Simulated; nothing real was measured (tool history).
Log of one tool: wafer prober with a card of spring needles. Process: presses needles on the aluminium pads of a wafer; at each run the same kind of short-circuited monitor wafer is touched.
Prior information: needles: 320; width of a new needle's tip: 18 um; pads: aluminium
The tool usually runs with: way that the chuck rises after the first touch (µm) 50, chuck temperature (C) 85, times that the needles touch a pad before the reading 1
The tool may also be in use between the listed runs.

run	hour	way that the chuck rises after the first touch (µm)	chuck temperature (C)	times that the needles touch a pad before the reading	resistance of one needle with its contact and lead (mohm)	way that a needle slides on the pad (µm)
1	0.0	50	85	1	178	12.41
# hour 6.8: tips cleaned on abrasive film
# hour 18.8: tips cleaned on abrasive film
# hour 30.4: tips cleaned on abrasive film
2	32.8	50	85	1	180	12.43
# hour 42.1: tips cleaned on abrasive film
# hour 54.7: tips cleaned on abrasive film
3	64.0	50	85	1	181	12.44
# hour 66.7: tips cleaned on abrasive film
# hour 77.8: tips cleaned on abrasive film
# hour 88.3: tips cleaned on abrasive film
4	88.3	50	85	1	179	12.44
# hour 95.6: height of the first contact set anew
# hour 99.0: tips cleaned on abrasive film
# hour 110.0: tips cleaned on abrasive film
5	110.7	50	54	1	175	12.46
# hour 120.3: tips cleaned on abrasive film
# hour 132.4: tips cleaned on abrasive film
# hour 143.3: tips cleaned on abrasive film
6	146.9	50	85	1	185	12.43
# hour 154.4: tips cleaned on abrasive film
# hour 165.3: tips cleaned on abrasive film
7	168.2	50	85	1	184	12.44
# hour 178.1: tips cleaned on abrasive film
8	187.4	50	85	1	182	12.41
# hour 189.6: tips cleaned on abrasive film
# hour 201.5: tips cleaned on abrasive film
9	210.0	50	85	1	186	12.41
# hour 212.6: tips cleaned on abrasive film
# hour 225.1: tips cleaned on abrasive film
10	228.4	50	85	1	183	12.41
# hour 237.5: tips cleaned on abrasive film
11	246.1	50	85	1	183	12.43
# hour 248.7: tips cleaned on abrasive film
# hour 260.5: tips cleaned on abrasive film
# hour 272.1: tips cleaned on abrasive film
# hour 282.9: tips cleaned on abrasive film
12	282.9	50	85	1	182	12.43
# hour 294.8: tips cleaned on abrasive film
# hour 306.2: tips cleaned on abrasive film
# hour 309.1: height of the first contact set anew
# hour 318.2: tips cleaned on abrasive film
13	320.2	50	85	1	180	12.45
# hour 330.5: tips cleaned on abrasive film
# hour 342.3: tips cleaned on abrasive film
14	342.5	59	85	1	179	14.68
# hour 354.1: tips cleaned on abrasive film
15	363.1	50	85	3	185	12.42
# hour 365.8: tips cleaned on abrasive film
# hour 377.3: tips cleaned on abrasive film
16	384.6	50	29	2	170	12.43
# hour 389.3: tips cleaned on abrasive film
# hour 399.9: tips cleaned on abrasive film
# hour 410.6: tips cleaned on abrasive film
17	413.7	50	29	2	170	12.43
# hour 421.1: tips cleaned on abrasive film
# hour 432.0: tips cleaned on abrasive film
# hour 444.9: tips cleaned on abrasive film
18	451.0	38	29	2	179	9.47
# hour 455.9: tips cleaned on abrasive film
# hour 467.9: tips cleaned on abrasive film
19	473.2	47	29	1	175	11.71
# hour 480.1: tips cleaned on abrasive film
# hour 490.7: tips cleaned on abrasive film
20	496.6	47	29	1	171	11.69
# hour 503.0: tips cleaned on abrasive film
# hour 514.0: tips cleaned on abrasive film
21	518.1	46	119	3	190	11.49
# hour 521.0: height of the first contact set anew
# hour 526.0: tips cleaned on abrasive film
# hour 538.4: tips cleaned on abrasive film
# hour 550.0: tips cleaned on abrasive film
22	553.5	46	119	3	189	11.42
# hour 561.2: tips cleaned on abrasive film
23	570.1	31	36	1	186	7.70
# hour 572.8: tips cleaned on abrasive film
# hour 585.7: tips cleaned on abrasive film
# hour 597.5: tips cleaned on abrasive film
24	598.5	50	83	2	184	12.43
# hour 608.6: tips cleaned on abrasive film
# hour 620.8: tips cleaned on abrasive film
25	630.9	44	40	2	177	10.96
# hour 633.6: tips cleaned on abrasive film
# hour 645.7: tips cleaned on abrasive film
26	650.8	49	42	1	175	12.26
# hour 658.2: tips cleaned on abrasive film
# hour 670.3: tips cleaned on abrasive film
# hour 681.9: tips cleaned on abrasive film
27	687.4	49	85	3	184	12.19
# hour 692.6: tips cleaned on abrasive film
# hour 703.1: tips cleaned on abrasive film
# hour 713.5: tips cleaned on abrasive film
# hour 724.1: tips cleaned on abrasive film
28	724.1	50	86	1	182	12.46
# hour 732.3: height of the first contact set anew
# hour 734.9: tips cleaned on abrasive film
# hour 746.2: tips cleaned on abrasive film
29	747.0	46	86	1	184	11.46

4 options for the next run, each taken on its own from the tool as it stands now. Forecast them:
# hour 756.9: tips cleaned on abrasive film
# hour 768.0: tips cleaned on abrasive film
A	768.4	50	85	1	?	?
# hour 756.9: tips cleaned on abrasive film
# hour 768.0: tips cleaned on abrasive film
B	768.4	65	86	1	?	?
# hour 756.9: tips cleaned on abrasive film
# hour 768.0: tips cleaned on abrasive film
C	768.4	41	30	1	?	?
# hour 756.9: tips cleaned on abrasive film
# hour 768.0: tips cleaned on abrasive film
D	768.4	51	35	1	?	?

run	resistance of one needle with its contact and lead (mohm)	way that a needle slides on the pad (µm)
A	182	12.43
B	173	16.20
C	177	10.18
D	173	12.68
With the hidden condition removed and each run's random variation left untouched, the same runs would have given:
run	resistance of one needle with its contact and lead (mohm)	way that a needle slides on the pad (µm)
A	182	12.43
B	173	16.20
C	176	10.18
D	173	12.68
